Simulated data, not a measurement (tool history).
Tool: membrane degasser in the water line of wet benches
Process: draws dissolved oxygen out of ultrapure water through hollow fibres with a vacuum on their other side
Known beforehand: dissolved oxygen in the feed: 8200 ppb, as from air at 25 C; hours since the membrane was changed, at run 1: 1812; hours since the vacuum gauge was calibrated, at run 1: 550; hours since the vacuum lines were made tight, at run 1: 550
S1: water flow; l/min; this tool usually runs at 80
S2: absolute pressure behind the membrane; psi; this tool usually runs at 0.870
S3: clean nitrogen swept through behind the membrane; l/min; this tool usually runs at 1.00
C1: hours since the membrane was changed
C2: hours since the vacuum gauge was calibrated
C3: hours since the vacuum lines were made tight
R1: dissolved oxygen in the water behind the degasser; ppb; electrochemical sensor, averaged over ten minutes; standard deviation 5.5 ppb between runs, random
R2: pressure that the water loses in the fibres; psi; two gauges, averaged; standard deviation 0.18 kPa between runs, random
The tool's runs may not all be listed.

run,day,S1,S2,S3,C1,C2,C3,R1,R2
1,0.000,80,0.870,1.00,1812,550,550,551.2,5.300
2,3.292,80,0.870,1.00,1891,629,629,553.2,5.279
3,6.221,80,0.870,1.00,1961,699,699,547.2,5.285
4,8.479,80,0.870,1.00,2016,753,753,550.4,5.237
5,10.629,80,0.870,1.00,2067,805,805,562.5,5.313
6,13.204,80,0.870,1.00,2129,867,867,552.8,5.287
7,16.412,80,0.660,1.00,2206,944,944,389.8,5.314
8,19.158,80,0.660,1.00,2272,1010,1010,374.7,5.275
9,22.562,80,0.660,1.00,2354,1091,1091,388.0,5.337
10,24.604,80,0.870,1.18,2403,1140,1140,524.3,5.323
11,26.888,80,0.870,1.18,2457,1195,1195,526.8,5.294
12,29.696,80,0.870,1.65,2525,1263,1263,450.9,5.276
13,31.938,80,0.870,1.65,2579,1316,1316,457.4,5.317
14,33.804,80,0.870,1.65,2623,1361,1361,444.0,5.269
15,35.817,80,0.870,1.00,2672,1409,1409,549.5,5.314
16,38.608,80,0.870,1.00,2739,1476,1476,558.5,5.281
17,41.254,94,1.975,0.87,2802,1540,1540,1713.8,6.200
# day 41.454: vacuum gauge calibrated
18,44.283,94,1.975,0.87,2874,68,1612,1752.4,6.200
19,45.900,108,1.181,1.00,2913,107,1651,1174.7,7.133
20,48.058,108,1.181,1.00,2965,159,1703,1173.9,7.200
21,49.738,108,1.181,1.00,3005,199,1743,1178.1,7.126
22,53.212,80,1.214,1.00,3089,282,1826,845.6,5.265
# day 55.467: vacuum gauge calibrated, once more
23,56.067,80,0.886,0.94,3157,14,1894,597.2,5.272
24,57.562,80,0.886,0.94,3193,50,1930,589.2,5.332
25,60.546,80,0.886,0.94,3264,122,2002,593.2,5.362
26,62.808,80,0.886,0.94,3319,176,2056,593.5,5.310
27,64.367,80,1.513,1.00,3356,214,2094,1023.8,5.311
28,67.892,80,1.513,1.00,3441,298,2178,1089.4,5.314
29,69.404,67,1.513,1.24,3477,335,2215,786.5,4.445
30,72.121,112,0.941,1.96,3542,400,2280,847.8,7.445
31,74.550,60,0.656,0.48,3600,458,2338,307.8,4.012

3 ways to go on from here, each from the tool as it stands after run 31. What would each give?
A,76.979,127,0.870,2.03,3659,516,2396,?,?
B,76.979,80,0.870,0.74,3659,516,2396,?,?
C,76.979,123,0.606,1.00,3659,516,2396,?,?

run,R1,R2
A,977.7,8.385
B,633.1,5.308
C,822.1,8.203
With no hidden state in the tool, these same runs would have given:
run,R1,R2
A,948.7,8.240
B,619.8,5.217
C,792.6,8.061

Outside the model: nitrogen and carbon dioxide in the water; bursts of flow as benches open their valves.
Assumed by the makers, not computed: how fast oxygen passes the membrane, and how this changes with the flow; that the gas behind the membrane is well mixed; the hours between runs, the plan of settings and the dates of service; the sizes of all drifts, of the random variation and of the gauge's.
